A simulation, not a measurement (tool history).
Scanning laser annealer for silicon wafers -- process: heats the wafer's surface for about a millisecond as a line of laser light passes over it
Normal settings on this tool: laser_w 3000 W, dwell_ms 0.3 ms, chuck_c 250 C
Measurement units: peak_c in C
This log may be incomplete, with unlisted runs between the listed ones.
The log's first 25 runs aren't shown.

run,day,laser_w,dwell_ms,chuck_c,peak_c
26,8.904,2960,0.3,250,1025
27,9.196,2889,0.323,250,1039
28,9.454,2734,0.323,284,1028
29,9.671,3013,0.232,219,900
30,10.05,3013,0.232,219,896
31,10.458,2801,0.349,250,1048
32,10.646,3179,0.308,258,1106
33,10.992,2999,0.327,213,1038
34,11.412,3062,0.291,281,1069
35,11.804,3245,0.317,275,1154
36,12.033,2740,0.317,229,965
37,12.488,3295,0.337,224,1149
38,12.721,3000,0.3,263,1045
39,13.183,3200,0.339,238,1139

Below are 4 alternative next runs, each starting from the tool's condition after run 39. Predict each:
A,13.375,2586,0.3,250,?
B,13.375,2852,0.359,249,?
C,13.375,3200,0.266,229,?
D,13.375,2842,0.3,255,?

run,peak_c
A,922
B,1075
C,1006
D,992
Without the tool's unlogged condition, the same runs would have read:
run,peak_c
A,943
B,1101
C,1031
D,1016
